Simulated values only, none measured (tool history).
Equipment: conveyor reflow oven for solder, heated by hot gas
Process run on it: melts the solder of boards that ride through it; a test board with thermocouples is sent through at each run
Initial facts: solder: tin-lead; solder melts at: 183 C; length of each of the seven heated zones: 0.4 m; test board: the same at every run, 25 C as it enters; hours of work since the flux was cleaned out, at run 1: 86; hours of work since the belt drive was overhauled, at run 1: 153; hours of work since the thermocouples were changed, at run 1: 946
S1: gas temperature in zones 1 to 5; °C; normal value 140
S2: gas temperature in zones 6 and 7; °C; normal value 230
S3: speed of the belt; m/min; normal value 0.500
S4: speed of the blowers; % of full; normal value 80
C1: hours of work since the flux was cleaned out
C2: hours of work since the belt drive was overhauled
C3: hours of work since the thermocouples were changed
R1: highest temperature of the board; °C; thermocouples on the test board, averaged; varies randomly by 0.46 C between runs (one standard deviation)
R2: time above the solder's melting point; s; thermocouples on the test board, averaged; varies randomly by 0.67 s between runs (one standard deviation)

run	hour	S1	S2	S3	S4	C1	C2	C3	R1	R2
1	0.0	140	230	0.500	80	86	153	946	215.0	71.9
2	35.1	140	230	0.500	80	105	171	964	215.2	72.2
3	72.2	140	221	0.500	80	124	190	983	208.1	63.5
4	108.9	140	221	0.500	80	143	209	1002	207.1	63.2
# hour 130.3: thermocouples of zones 6 and 7 changed
5	141.4	140	221	0.500	80	158	225	6	208.7	65.1
6	172.6	134	230	0.500	80	174	241	22	215.1	69.6
7	221.3	152	230	0.500	80	200	266	47	217.5	81.2
8	276.0	152	230	0.500	80	228	295	75	218.1	80.5
9	320.9	152	230	0.406	80	251	318	98	221.9	104.7
10	355.0	140	230	0.500	80	269	335	116	216.4	72.2
11	398.8	140	233	0.500	80	291	358	139	218.2	73.7
12	452.0	140	230	0.500	80	319	385	166	216.0	72.2
13	482.6	140	230	0.500	80	334	401	182	215.1	70.9
14	510.8	140	230	0.500	80	349	416	196	214.3	71.7
15	564.2	154	230	0.500	80	377	443	224	216.8	80.5
16	599.0	129	230	0.500	80	394	461	242	211.9	64.4

Run 17 is up next; what results do you expect?
17	636.0	129	230	0.500	80	414	480	261	?	?

Run 17 gave R1 212.5 °C, R2 64.8 s.
With no hidden state in the tool, this same run would have given R1 216.2 °C, R2 69.0 s.

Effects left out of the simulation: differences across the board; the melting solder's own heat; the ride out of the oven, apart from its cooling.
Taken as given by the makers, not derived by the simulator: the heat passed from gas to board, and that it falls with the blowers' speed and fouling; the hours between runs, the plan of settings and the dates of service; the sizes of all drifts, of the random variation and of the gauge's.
